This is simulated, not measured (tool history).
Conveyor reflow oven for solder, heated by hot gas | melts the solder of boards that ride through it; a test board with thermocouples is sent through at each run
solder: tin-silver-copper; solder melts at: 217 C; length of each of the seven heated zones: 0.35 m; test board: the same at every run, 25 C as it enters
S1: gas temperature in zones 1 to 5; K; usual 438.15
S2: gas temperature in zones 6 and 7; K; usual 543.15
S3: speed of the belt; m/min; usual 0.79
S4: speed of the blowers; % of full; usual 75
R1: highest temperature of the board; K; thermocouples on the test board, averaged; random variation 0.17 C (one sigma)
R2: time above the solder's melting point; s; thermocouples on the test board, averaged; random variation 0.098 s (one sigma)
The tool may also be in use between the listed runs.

{"run": 1, "day": 0.0, "S1": 438.15, "S2": 543.15, "S3": 0.79, "S4": 75, "R1": 521.75, "R2": 35.16}
{"run": 2, "day": 0.367, "S1": 438.15, "S2": 543.15, "S3": 0.79, "S4": 75, "R1": 521.85, "R2": 35.16}
{"run": 3, "day": 0.892, "S1": 438.15, "S2": 543.15, "S3": 0.79, "S4": 75, "R1": 521.85, "R2": 35.31}
{"run": 4, "day": 1.121, "S1": 438.15, "S2": 543.15, "S3": 0.79, "S4": 75, "R1": 521.35, "R2": 35.09}
{"run": 5, "day": 1.642, "S1": 438.15, "S2": 543.15, "S3": 0.79, "S4": 58, "R1": 515.75, "R2": 30.29}
{"run": 6, "day": 2.071, "S1": 438.15, "S2": 543.15, "S3": 0.79, "S4": 62, "R1": 517.35, "R2": 31.67}
{"run": 7, "day": 2.562, "S1": 438.15, "S2": 543.15, "S3": 0.79, "S4": 78, "R1": 522.25, "R2": 35.57}
{"run": 8, "day": 2.904, "S1": 438.15, "S2": 549.15, "S3": 0.79, "S4": 75, "R1": 526.05, "R2": 37.78}
{"run": 9, "day": 3.292, "S1": 438.15, "S2": 532.15, "S3": 0.79, "S4": 75, "R1": 512.55, "R2": 28.99}
{"run": 10, "day": 3.792, "S1": 438.15, "S2": 532.15, "S3": 0.79, "S4": 75, "R1": 512.45, "R2": 28.77}
{"run": 11, "day": 4.021, "S1": 438.15, "S2": 536.15, "S3": 0.79, "S4": 51, "R1": 506.85, "R2": 22.83}
{"run": 12, "day": 4.508, "S1": 438.15, "S2": 540.15, "S3": 0.79, "S4": 75, "R1": 518.65, "R2": 33.58}
{"run": 13, "day": 4.858, "S1": 446.15, "S2": 532.15, "S3": 0.67, "S4": 70, "R1": 517.55, "R2": 41.87}
{"run": 14, "day": 5.329, "S1": 446.15, "S2": 532.15, "S3": 0.67, "S4": 70, "R1": 517.65, "R2": 42.24}
{"run": 15, "day": 5.546, "S1": 445.15, "S2": 532.15, "S3": 0.901, "S4": 67, "R1": 506.95, "R2": 21.08}
{"run": 16, "day": 6.025, "S1": 445.15, "S2": 532.15, "S3": 0.901, "S4": 67, "R1": 506.45, "R2": 21.12}
{"run": 17, "day": 6.288, "S1": 437.15, "S2": 553.15, "S3": 0.79, "S4": 50, "R1": 520.05, "R2": 32.22}
{"run": 18, "day": 6.725, "S1": 437.15, "S2": 553.15, "S3": 0.79, "S4": 50, "R1": 519.35, "R2": 32.02}

Taken out of this log: 1 entry between the listed runs. Where each belongs, and how the hidden state differs across it:
Between runs 13 and 14: belt drive overhauled, speed set with a stopwatch (day 5.062)
  heat that the gas passes to the board, % of a clean oven's: 92.1 -> 92; belt's true speed, % of the reading: 99.45 -> 99.21
  measured less the result without the state, R1: -2.2 -> -2.1 K; R2: -1.8 -> -1.66 s
